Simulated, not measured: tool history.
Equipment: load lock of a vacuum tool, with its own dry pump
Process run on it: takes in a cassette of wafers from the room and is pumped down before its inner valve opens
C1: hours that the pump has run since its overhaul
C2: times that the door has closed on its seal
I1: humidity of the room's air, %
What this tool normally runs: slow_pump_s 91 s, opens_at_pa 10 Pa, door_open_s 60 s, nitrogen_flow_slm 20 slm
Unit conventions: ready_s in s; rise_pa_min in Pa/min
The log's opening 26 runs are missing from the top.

{"run": 27, "day": 135.933, "slow_pump_s": 111, "opens_at_pa": 16, "door_open_s": 29, "nitrogen_flow_slm": 20, "C1": 21429, "C2": 8028, "I1": 42.2, "ready_s": 173.1, "rise_pa_min": 0.051}
{"run": 28, "day": 141.329, "slow_pump_s": 61, "opens_at_pa": 13, "door_open_s": 60, "nitrogen_flow_slm": 20, "C1": 21558, "C2": 8232, "I1": 48, "ready_s": 132.2, "rise_pa_min": 0.059}
{"run": 29, "day": 147.862, "slow_pump_s": 91, "opens_at_pa": 11, "door_open_s": 79, "nitrogen_flow_slm": 20, "C1": 21715, "C2": 8479, "I1": 44.5, "ready_s": 160.2, "rise_pa_min": 0.065}
{"run": 30, "day": 151.129, "slow_pump_s": 91, "opens_at_pa": 11, "door_open_s": 79, "nitrogen_flow_slm": 20, "C1": 21794, "C2": 8603, "I1": 47.1, "ready_s": 159.5, "rise_pa_min": 0.067}
{"run": 31, "day": 154.167, "slow_pump_s": 91, "opens_at_pa": 11, "door_open_s": 79, "nitrogen_flow_slm": 20, "C1": 21867, "C2": 8718, "I1": 45.5, "ready_s": 160, "rise_pa_min": 0.068}
{"run": 32, "day": 161.55, "slow_pump_s": 79, "opens_at_pa": 10, "door_open_s": 60, "nitrogen_flow_slm": 13, "C1": 22044, "C2": 8997, "I1": 46.6, "ready_s": 151.1, "rise_pa_min": 0.066}
{"run": 33, "day": 164.896, "slow_pump_s": 79, "opens_at_pa": 10, "door_open_s": 60, "nitrogen_flow_slm": 13, "C1": 22124, "C2": 9123, "I1": 44.3, "ready_s": 150.6, "rise_pa_min": 0.074}
{"run": 34, "day": 168.233, "slow_pump_s": 79, "opens_at_pa": 10, "door_open_s": 60, "nitrogen_flow_slm": 13, "C1": 22204, "C2": 9250, "I1": 47.1, "ready_s": 150.6, "rise_pa_min": 0.068}
{"run": 35, "day": 175.454, "slow_pump_s": 97, "opens_at_pa": 12, "door_open_s": 200, "nitrogen_flow_slm": 26, "C1": 22377, "C2": 9523, "I1": 42.8, "ready_s": 164.3, "rise_pa_min": 0.074}
{"run": 36, "day": 182.542, "slow_pump_s": 155, "opens_at_pa": 14, "door_open_s": 69, "nitrogen_flow_slm": 5, "C1": 22548, "C2": 9791, "I1": 44.4, "ready_s": 212.4, "rise_pa_min": 0.086}

4 options for the next run, each taken on its own from the tool as it stands now. Forecast them:
{"day": 188.55, "done": "dry pump taken out, an overhauled one fitted"}
{"run": "A", "day": 190.058, "slow_pump_s": 52, "opens_at_pa": 19, "door_open_s": 60, "nitrogen_flow_slm": 10, "C1": 36, "C2": 10066, "I1": 47.4, "ready_s": "?", "rise_pa_min": "?"}
{"day": 188.55, "done": "dry pump taken out, an overhauled one fitted"}
{"run": "B", "day": 190.058, "slow_pump_s": 92, "opens_at_pa": 10, "door_open_s": 60, "nitrogen_flow_slm": 20, "C1": 36, "C2": 10066, "I1": 44.5, "ready_s": "?", "rise_pa_min": "?"}
{"day": 188.55, "done": "dry pump taken out, an overhauled one fitted"}
{"run": "C", "day": 190.058, "slow_pump_s": 91, "opens_at_pa": 10, "door_open_s": 127, "nitrogen_flow_slm": 7, "C1": 36, "C2": 10066, "I1": 42.3, "ready_s": "?", "rise_pa_min": "?"}
{"day": 188.55, "done": "dry pump taken out, an overhauled one fitted"}
{"run": "D", "day": 190.058, "slow_pump_s": 61, "opens_at_pa": 14, "door_open_s": 29, "nitrogen_flow_slm": 8, "C1": 36, "C2": 10066, "I1": 46.5, "ready_s": "?", "rise_pa_min": "?"}

run=A ready_s=112.5 rise_pa_min=0.074
run=B ready_s=152.7 rise_pa_min=0.07
run=C ready_s=150.8 rise_pa_min=0.089
run=D ready_s=123.2 rise_pa_min=0.069
What these runs would have given with no unlogged condition in the tool:
run=A ready_s=112.7 rise_pa_min=0.038
run=B ready_s=152.9 rise_pa_min=0.034
run=C ready_s=151 rise_pa_min=0.053
run=D ready_s=123.5 rise_pa_min=0.033
